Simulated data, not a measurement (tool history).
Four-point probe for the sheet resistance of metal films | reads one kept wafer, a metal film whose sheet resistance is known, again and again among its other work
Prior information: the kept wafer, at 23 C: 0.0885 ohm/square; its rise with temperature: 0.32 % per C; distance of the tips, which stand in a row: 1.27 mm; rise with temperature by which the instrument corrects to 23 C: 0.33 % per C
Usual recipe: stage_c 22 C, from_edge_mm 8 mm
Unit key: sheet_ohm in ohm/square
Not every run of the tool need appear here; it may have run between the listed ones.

run 1 hour=0 | stage_c=22 from_edge_mm=8 | sheet_ohm=0.090486
run 2 hour=6.8 | stage_c=22 from_edge_mm=9 | sheet_ohm=0.090206
run 3 hour=21.8 | stage_c=22 from_edge_mm=8 | sheet_ohm=0.090495
run 4 hour=35.4 | stage_c=22 from_edge_mm=8 | sheet_ohm=0.090517
run 5 hour=44.8 | stage_c=30 from_edge_mm=8 | sheet_ohm=0.090434
run 6 hour=55.3 | stage_c=30 from_edge_mm=8 | sheet_ohm=0.090449
run 7 hour=70.5 | stage_c=22 from_edge_mm=8 | sheet_ohm=0.090551
run 8 hour=86 | stage_c=22 from_edge_mm=8 | sheet_ohm=0.090524
run 9 hour=98 | stage_c=22 from_edge_mm=5 | sheet_ohm=0.092297
run 10 hour=109.5 | stage_c=22 from_edge_mm=5 | sheet_ohm=0.092341
run 11 hour=124.2 | stage_c=22 from_edge_mm=5 | sheet_ohm=0.092313
run 12 hour=133.9 | stage_c=22 from_edge_mm=5 | sheet_ohm=0.092349
run 13 hour=144.5 | stage_c=21 from_edge_mm=5 | sheet_ohm=0.092389
run 14 hour=158 | stage_c=22 from_edge_mm=32 | sheet_ohm=0.089438
run 15 hour=166.1 | stage_c=22 from_edge_mm=32 | sheet_ohm=0.089477
run 16 hour=181.2 | stage_c=22 from_edge_mm=32 | sheet_ohm=0.089484
run 17 hour=196.7 | stage_c=22 from_edge_mm=8 | sheet_ohm=0.090625
run 18 hour=210.3 | stage_c=22 from_edge_mm=8 | sheet_ohm=0.090633
run 19 hour=219.4 | stage_c=29 from_edge_mm=51 | sheet_ohm=0.089411
run 20 hour=230.4 | stage_c=26 from_edge_mm=14 | sheet_ohm=0.089781
run 21 hour=244.9 | stage_c=31 from_edge_mm=50 | sheet_ohm=0.089421
run 22 hour=253.3 | stage_c=34 from_edge_mm=21 | sheet_ohm=0.089557
run 23 hour=263.2 | stage_c=34 from_edge_mm=21 | sheet_ohm=0.089551
run 24 hour=274.5 | stage_c=34 from_edge_mm=21 | sheet_ohm=0.089562
run 25 hour=282.2 | stage_c=19 from_edge_mm=8 | sheet_ohm=0.090704
run 26 hour=288.8 | stage_c=29 from_edge_mm=4 | sheet_ohm=0.094024
run 27 hour=303.7 | stage_c=20 from_edge_mm=65 | sheet_ohm=0.089523
run 28 hour=315.5 | stage_c=21 from_edge_mm=39 | sheet_ohm=0.089607
run 29 hour=322.3 | stage_c=25 from_edge_mm=5 | sheet_ohm=0.092511
run 30 hour=332.3 | stage_c=25 from_edge_mm=16 | sheet_ohm=0.089807
run 31 hour=343.7 | stage_c=25 from_edge_mm=35 | sheet_ohm=0.089565
run 32 hour=358.7 | stage_c=22 from_edge_mm=10 | sheet_ohm=0.090335
run 33 hour=367.9 | stage_c=22 from_edge_mm=10 | sheet_ohm=0.090339
run 34 hour=376 | stage_c=27 from_edge_mm=17 | sheet_ohm=0.08978

Missing from the log above: 2 entries noted between runs. For each, name the pair of listed runs it sits between and say how the tool's hidden condition differs from the listed run just before to the listed run just after:
After run 11, before run 12: stage's thermometer calibrated (hour 126.1)
  inner tips' distance over the nominal, %: 0.9 -> 0.907; tips' flats over new ones', %: 35 -> 36; wafer's true temperature over the reading, C: -0.06 -> -0.1
  the result without the hidden state subtracted from the measured one, sheet_ohm: +0.000872 -> +0.000868 ohm/square
After run 15, before run 16: stage's thermometer calibrated, once more (hour 180.8)
  inner tips' distance over the nominal, %: 0.933 -> 0.944; wafer's true temperature over the reading, C: -0.1 -> 0.01
  the result without the hidden state subtracted from the measured one, sheet_ohm: +0.000867 -> +0.000909 ohm/square
